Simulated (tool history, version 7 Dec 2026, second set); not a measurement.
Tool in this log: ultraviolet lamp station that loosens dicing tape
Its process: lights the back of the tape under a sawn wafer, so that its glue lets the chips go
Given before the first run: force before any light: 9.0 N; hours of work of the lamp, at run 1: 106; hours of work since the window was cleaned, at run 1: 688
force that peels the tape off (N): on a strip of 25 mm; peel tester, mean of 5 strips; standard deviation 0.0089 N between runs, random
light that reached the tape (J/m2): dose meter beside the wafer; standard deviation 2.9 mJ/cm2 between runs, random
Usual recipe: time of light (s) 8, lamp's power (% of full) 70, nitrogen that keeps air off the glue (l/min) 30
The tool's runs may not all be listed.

run    hour  time of light (s)  lamp's power (% of full)  nitrogen that keeps air off the glue (l/min)  hours of work of the lamp  hours of work since the window was cleaned  force that peels the tape off (N)  light that reached the tape (J/m2)
  1     0.0                  8                        70                                            30                        106                                         688                              0.532                                3290
        3.7  -- window cleaned of glue's vapour
  2    50.2                  8                        70                                            30                        136                                          28                              0.390                                3950
  3    96.6                  8                        70                                            30                        163                                          55                              0.381                                3940
  4   134.5                  8                        70                                            30                        186                                          78                              0.394                                3890
  5   167.9                  4                        70                                            30                        206                                          98                              1.406                                1930
  6   208.9                  4                        70                                            30                        230                                         122                              1.467                                1910
  7   253.0                  4                        70                                            30                        256                                         148                              1.417                                1850
  8   289.4                  8                        70                                            16                        278                                         170                              0.695                                3740
  9   313.2                  8                        70                                            30                        292                                         184                              0.430                                3750
 10   365.0                  8                        70                                            10                        323                                         215                              1.055                                3710
 11   402.7                  8                        70                                            10                        346                                         237                              1.030                                3620
 12   455.9                  6                        70                                            10                        377                                         269                              1.783                                2720
 13   511.2                  8                        70                                            16                        410                                         302                              0.749                                3570
 14   567.1                  7                        70                                            16                        443                                         335                              1.006                                3040
 15   608.4                  7                        70                                            16                        468                                         360                              1.005                                3050
 16   660.3                  7                        70                                            16                        499                                         391                              1.056                                3020
 17   705.7                  7                        70                                            16                        526                                         418                              1.040                                2990
 18   755.0                  7                        60                                            16                        555                                         447                              1.423                                2520
 19   783.5                  7                        60                                            16                        572                                         464                              1.390                                2520
 20   812.2                  7                        60                                            16                        589                                         481                              1.434                                2470
 21   837.6                  8                        70                                            30                        604                                         496                              0.520                                3310
 22   886.9                  8                        70                                            30                        634                                         526                              0.512                                3300
 23   916.6                  8                        70                                            30                        651                                         543                              0.557                                3280
 24   949.0                  8                        70                                            30                        671                                         563                              0.535                                3220
 25   987.7                  8                        79                                            11                        694                                         586                              0.991                                3600
 26  1030.5                  8                        85                                            34                        719                                         611                              0.378                                3850
 27  1078.5                  4                        68                                            47                        748                                         640                              1.553                                1520
 28  1109.7                 12                       100                                            10                        766                                         658                              0.381                                6730
     1162.4  -- window cleaned of glue's vapour
 29  1162.4                  8                        87                                            10                        797                                           0                              0.714                                4650
 30  1187.9                  7                        60                                            22                        813                                          15                              0.963                                2800
 31  1222.8                  8                        97                                            11                        833                                          36                              0.535                                5050
 32  1254.5                 10                        96                                            11                        852                                          55                              0.398                                6300
 33  1282.2                 13                        70                                            30                        869                                          71                              0.272                                5900
 34  1325.8                 12                        70                                            18                        895                                          97                              0.351                                5330
 35  1371.3                 13                        75                                            34                        922                                         124                              0.269                                6170
 36  1395.6                 12                        79                                            33                        936                                         139                              0.253                                5940
 37  1429.5                 12                        79                                            33                        956                                         159                              0.285                                5860
 38  1474.3                  4                        79                                            20                        983                                         186                              1.757                                1920
 39  1508.2                 16                        73                                            20                       1003                                         206                              0.280                                7100
 40  1562.3                  8                        70                                            57                       1036                                         238                              0.356                                3420
 41  1609.5                  5                        98                                            30                       1064                                         266                              0.684                                2980
 42  1660.8                  8                        94                                            32                       1094                                         297                              0.327                                4460

Entry by entry between the runs, the difference in hidden state between the last listed run before and the first listed run after:
Logged between run 1 and run 2: window cleaned of glue's vapour (hour 3.7)
  lamp's light, % of a new lamp's: 98.8 -> 98.5; light that the window lets through, % of a clean one's: 81.6 -> 98.5
  measured minus no-state result, force that peels the tape off (N): +0.156 -> +0.016; light that reached the tape (J/m2): -780 -> -130
Logged between run 28 and run 29: window cleaned of glue's vapour (hour 1162.4)
  lamp's light, % of a new lamp's: 91.4 -> 91.1; light that the window lets through, % of a clean one's: 83.4 -> 99.7
  measured minus no-state result, force that peels the tape off (N): +0.088 -> +0.119; light that reached the tape (J/m2): -2080 -> -470
